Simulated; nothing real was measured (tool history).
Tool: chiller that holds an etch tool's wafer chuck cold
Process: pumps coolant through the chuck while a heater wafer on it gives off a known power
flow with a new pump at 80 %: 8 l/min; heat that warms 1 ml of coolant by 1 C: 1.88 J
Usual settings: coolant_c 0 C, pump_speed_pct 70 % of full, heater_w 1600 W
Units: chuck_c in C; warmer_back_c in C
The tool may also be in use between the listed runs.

run   hour  coolant_c  pump_speed_pct  heater_w  chuck_c  warmer_back_c
  1    0.0          0              70      1600     17.6           7.78
  2   59.7          0              70      1600     17.5           7.78
  3  106.0          0              70      1600     17.4           7.82
  4  156.8          0              70      1600     17.6           7.85
  5  213.9          0              70      1600     17.7           7.84
  6  252.1          0              70      1600     17.6           7.81
     259.2  -- chiller's thermometer calibrated
  7  302.0          0              70      1600     17.4           7.90
  8  344.3          0              70      1600     17.5           7.75
  9  389.8         -9              70      1600      8.3           7.87
 10  434.6         -5              98      1600      8.3           5.59
     474.5  -- chiller's thermometer calibrated, once more
 11  496.2          2              98      2041     19.8           7.11

Forecast run 12:
 12  556.1         -1              98      2041        ?              ?

Run 12 gave chuck_c 16.8 C, warmer_back_c 7.24 C.
Without the tool's hidden state the same run would have given chuck_c 15.4 C, warmer_back_c 6.73 C.
